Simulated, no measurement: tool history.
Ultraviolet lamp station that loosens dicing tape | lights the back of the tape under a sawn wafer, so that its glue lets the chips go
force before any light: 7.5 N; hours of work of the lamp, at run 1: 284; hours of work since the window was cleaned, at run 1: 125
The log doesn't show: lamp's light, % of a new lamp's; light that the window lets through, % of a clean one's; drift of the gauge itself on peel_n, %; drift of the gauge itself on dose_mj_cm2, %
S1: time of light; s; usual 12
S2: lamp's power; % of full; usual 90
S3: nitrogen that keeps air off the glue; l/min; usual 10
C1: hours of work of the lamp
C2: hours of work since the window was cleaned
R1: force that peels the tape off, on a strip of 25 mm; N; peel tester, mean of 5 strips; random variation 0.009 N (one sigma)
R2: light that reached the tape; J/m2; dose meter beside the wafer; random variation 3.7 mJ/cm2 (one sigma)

| run | hour | S1 | S2 | S3 | C1 | C2 | R1 | R2 |
|---|---|---|---|---|---|---|---|---|
| 1 | 0 | 12 | 90 | 10 | 284 | 125 | 0.535 | 5400 |
| 2 | 44.1 | 12 | 85 | 10 | 318 | 159 | 0.651 | 5030 |
| 3 | 126 | 12 | 85 | 10 | 381 | 221 | 0.733 | 4650 |
| 4 | 191 | 12 | 85 | 10 | 431 | 271 | 0.79 | 4490 |
|  | 233.1 | window cleaned of glue's vapour |
| 5 | 255.1 | 12 | 90 | 8 | 479 | 17 | 0.584 | 5650 |
| 6 | 338 | 12 | 90 | 10 | 543 | 80 | 0.55 | 5460 |
| 7 | 411 | 12 | 90 | 10 | 599 | 136 | 0.565 | 5160 |
| 8 | 455.1 | 12 | 90 | 10 | 633 | 170 | 0.619 | 5040 |
| 9 | 537.9 | 12 | 90 | 10 | 696 | 234 | 0.695 | 4760 |
| 10 | 615.6 | 12 | 90 | 10 | 756 | 293 | 0.761 | 4560 |
|  | 630.1 | window cleaned of glue's vapour |
| 11 | 681.7 | 12 | 90 | 10 | 806 | 40 | 0.564 | 5210 |
| 12 | 736.8 | 12 | 90 | 10 | 848 | 82 | 0.631 | 5080 |
| 13 | 810.1 | 12 | 90 | 10 | 905 | 138 | 0.69 | 4800 |
| 14 | 854.7 | 12 | 90 | 10 | 939 | 172 | 0.733 | 4660 |
| 15 | 900.7 | 13 | 84 | 4 | 974 | 208 | 1.372 | 4620 |
| 16 | 938.7 | 18 | 75 | 4 | 1003 | 237 | 1.035 | 5560 |
| 17 | 992.8 | 14 | 95 | 3 | 1045 | 278 | 1.386 | 5260 |
|  | 1021.6 | window cleaned of glue's vapour |
| 18 | 1037.6 | 14 | 95 | 3 | 1079 | 12 | 1.019 | 6150 |
| 19 | 1088.2 | 21 | 73 | 14 | 1117 | 51 | 0.238 | 6880 |

The next listed run, before its measurement:
| 20 | 1155.1 | 21 | 73 | 14 | 1169 | 102 | ? | ? |

R1: 0.257 N
R2: 6520 J/m2
Without the tool's hidden state the same run would have given R1 0.147 N, R2 8840 J/m2.
